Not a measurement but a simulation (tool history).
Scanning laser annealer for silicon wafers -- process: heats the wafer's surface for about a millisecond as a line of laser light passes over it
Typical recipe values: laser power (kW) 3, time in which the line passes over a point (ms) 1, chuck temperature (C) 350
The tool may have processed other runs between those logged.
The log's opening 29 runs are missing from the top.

run	hour	laser power (kW)	time in which the line passes over a point (ms)	chuck temperature (C)	highest temperature of the surface (C)
30	1134.8	3.252	0.75	354	1083
31	1180.7	3.107	1	370	1158
32	1222.4	2.6	0.8	336	914
33	1271.2	2.786	0.9	350	1007
34	1320.5	2.786	0.96	350	1026
35	1360.8	2.764	1.01	351	1032
36	1384.5	2.764	1.01	351	1035
37	1409.7	3	0.73	350	998
38	1452.2	3.266	1	347	1166
39	1485.8	3.266	1	347	1163
40	1532.8	2.871	1	344	1045

What if the next run were any one of these 3? Each begins from the tool's condition after run 40:
A	1580.4	2.841	1	350	?
B	1580.4	2.843	1	321	?
C	1580.4	2.844	1.21	387	?

run	highest temperature of the surface (C)
A	1042
B	1014
C	1145
Without the tool's unlogged condition, the same runs would have read:
run	highest temperature of the surface (C)
A	1090
B	1063
C	1197
